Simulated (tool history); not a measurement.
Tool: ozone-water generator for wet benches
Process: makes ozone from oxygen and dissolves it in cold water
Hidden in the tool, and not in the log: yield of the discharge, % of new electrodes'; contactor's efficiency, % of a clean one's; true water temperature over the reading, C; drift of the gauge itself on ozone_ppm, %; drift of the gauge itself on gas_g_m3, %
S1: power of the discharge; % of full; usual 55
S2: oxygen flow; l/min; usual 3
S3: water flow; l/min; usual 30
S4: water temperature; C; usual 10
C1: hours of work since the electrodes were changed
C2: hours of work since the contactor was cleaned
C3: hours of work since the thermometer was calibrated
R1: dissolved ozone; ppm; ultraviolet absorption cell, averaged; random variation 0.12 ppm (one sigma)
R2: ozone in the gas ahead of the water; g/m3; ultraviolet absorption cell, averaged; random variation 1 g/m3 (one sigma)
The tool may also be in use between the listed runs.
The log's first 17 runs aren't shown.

Run 18, hour 825.2: usual settings but S1 41 % of full, S4 15 C; C1 968; C2 73; C3 5119. Result: R1 8.4 ppm, R2 139 g/m3.
Run 19, hour 873.4: usual settings but S1 58 % of full, S4 12 C; C1 1012; C2 116; C3 5163. Result: R1 11.4 ppm, R2 184.5 g/m3.
Run 20, hour 944.6: usual settings but S1 58 % of full, S4 12 C; C1 1076; C2 181; C3 5227. Result: R1 11.3 ppm, R2 184.4 g/m3.
Run 21, hour 991.9: usual settings but S2 4.52 l/min, S3 24 l/min; C1 1119; C2 224; C3 5270. Result: R1 14.5 ppm, R2 135.6 g/m3.
Run 22, hour 1043.3: usual settings but S2 2.43 l/min, S4 11 C; C1 1166; C2 270; C3 5317. Result: R1 10.5 ppm, R2 200.8 g/m3.
Run 23, hour 1110.4: usual settings but S2 2.98 l/min, S3 36 l/min; C1 1226; C2 331; C3 5378. Result: R1 8.9 ppm, R2 176.4 g/m3.
Run 24, hour 1192.2: usual settings but S2 2.98 l/min, S3 36 l/min; C1 1300; C2 405; C3 5452. Result: R1 8.8 ppm, R2 175.9 g/m3.
Run 25, hour 1268.5: usual settings but S1 62 % of full, S2 2.98 l/min, S3 31 l/min, S4 13 C; C1 1370; C2 474; C3 5521. Result: R1 11.2 ppm, R2 193.6 g/m3.
Run 26, hour 1347.3: usual settings but S1 62 % of full, S2 2.98 l/min, S3 31 l/min, S4 13 C; C1 1441; C2 545; C3 5592. Result: R1 11.1 ppm, R2 192.8 g/m3.
Run 27, hour 1421.9: usual settings but S1 62 % of full, S2 2.98 l/min, S3 31 l/min, S4 13 C; C1 1508; C2 613; C3 5660. Result: R1 11.1 ppm, R2 193.2 g/m3.
At hour 1457.1: water thermometer calibrated.
Run 28, hour 1480.4: usual settings but S1 62 % of full, S2 2.98 l/min, S3 31 l/min, S4 13 C; C1 1561; C2 665; C3 21. Result: R1 11.2 ppm, R2 190.5 g/m3.
Run 29, hour 1551.5: usual settings but S1 62 % of full, S2 2.98 l/min, S3 40 l/min, S4 13 C; C1 1625; C2 730; C3 86. Result: R1 8.4 ppm, R2 191.7 g/m3.
Run 30, hour 1630.8: usual settings but S1 62 % of full, S2 2.3 l/min, S3 40 l/min, S4 12 C; C1 1697; C2 802; C3 157. Result: R1 7.9 ppm, R2 225.4 g/m3.
Run 31, hour 1685.4: usual settings but S1 62 % of full, S2 2.3 l/min, S3 40 l/min, S4 12 C; C1 1746; C2 851; C3 207. Result: R1 8.1 ppm, R2 228.3 g/m3.
Run 32, hour 1765.4: usual settings but S1 62 % of full, S2 2.1 l/min, S3 40 l/min, S4 12 C; C1 1819; C2 923; C3 279. Result: R1 7.7 ppm, R2 240.4 g/m3.

Forecast each of these 3 alternatives for the next run:
Run A, hour 1818.3: usual settings but S2 1.54 l/min; C1 1867; C2 971; C3 327. Result: R1 ?, R2 ?.
Run B, hour 1818.3: usual settings but S3 37 l/min; C1 1867; C2 971; C3 327. Result: R1 ?, R2 ?.
Run C, hour 1818.3: usual settings but S1 62 % of full, S4 11 C; C1 1867; C2 971; C3 327. Result: R1 ?, R2 ?.

run    R1     R2
  A   9.4  268.3
  B   8.4  172.8
  C  11.7  190.4
Without the tool's hidden state the same runs would have given:
run   R1     R2
  A  9.6  273.1
  B  8.6  175.9
  C   12  194.2

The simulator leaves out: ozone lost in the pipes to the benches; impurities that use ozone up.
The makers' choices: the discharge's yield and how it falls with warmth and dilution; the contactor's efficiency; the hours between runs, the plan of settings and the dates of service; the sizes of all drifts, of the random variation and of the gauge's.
